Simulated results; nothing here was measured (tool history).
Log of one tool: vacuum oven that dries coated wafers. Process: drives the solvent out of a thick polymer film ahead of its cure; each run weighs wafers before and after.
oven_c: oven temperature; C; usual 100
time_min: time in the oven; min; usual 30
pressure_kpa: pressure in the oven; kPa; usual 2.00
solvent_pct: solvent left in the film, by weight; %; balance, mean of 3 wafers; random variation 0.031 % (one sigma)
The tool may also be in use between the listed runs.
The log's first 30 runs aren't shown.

Run 31, hour 1275.6: usual settings but oven_c 105 C, time_min 25 min, pressure_kpa 4.48 kPa. Result: solvent_pct 2.47 %.
Run 32, hour 1310.2: usual settings but oven_c 105 C, time_min 25 min, pressure_kpa 4.48 kPa. Result: solvent_pct 2.48 %.
Run 33, hour 1365.4: usual settings but oven_c 105 C, time_min 25 min, pressure_kpa 4.48 kPa. Result: solvent_pct 2.44 %.
Run 34, hour 1413.5: usual settings but oven_c 105 C, time_min 28 min, pressure_kpa 1.38 kPa. Result: solvent_pct 1.21 %.
Run 35, hour 1453.3: usual settings but oven_c 86 C, time_min 28 min, pressure_kpa 1.38 kPa. Result: solvent_pct 4.17 %.
Run 36, hour 1477.7: usual settings but oven_c 86 C, time_min 28 min, pressure_kpa 1.38 kPa. Result: solvent_pct 4.17 %.
Run 37, hour 1527.3: usual settings but oven_c 86 C, time_min 28 min, pressure_kpa 1.38 kPa. Result: solvent_pct 4.10 %.
Run 38, hour 1557.0: usual settings but oven_c 86 C, time_min 28 min, pressure_kpa 1.38 kPa. Result: solvent_pct 4.14 %.
Run 39, hour 1593.9: usual settings but oven_c 86 C, time_min 28 min, pressure_kpa 1.38 kPa. Result: solvent_pct 4.18 %.
Run 40, hour 1630.6: usual settings but oven_c 86 C, time_min 28 min, pressure_kpa 1.38 kPa. Result: solvent_pct 4.13 %.

Forecast each of these 3 alternatives for the next run:
Run A, hour 1666.4: usual settings but oven_c 103 C, time_min 49 min, pressure_kpa 3.40 kPa. Result: solvent_pct ?.
Run B, hour 1666.4: usual settings but oven_c 90 C, time_min 20 min, pressure_kpa 1.11 kPa. Result: solvent_pct ?.
Run C, hour 1666.4: usual settings but time_min 16 min, pressure_kpa 1.87 kPa. Result: solvent_pct ?.

run  solvent_pct
  A         1.44
  B         4.44
  C         3.67
Without the tool's hidden state the same runs would have given:
run  solvent_pct
  A         1.38
  B         4.35
  C         3.60

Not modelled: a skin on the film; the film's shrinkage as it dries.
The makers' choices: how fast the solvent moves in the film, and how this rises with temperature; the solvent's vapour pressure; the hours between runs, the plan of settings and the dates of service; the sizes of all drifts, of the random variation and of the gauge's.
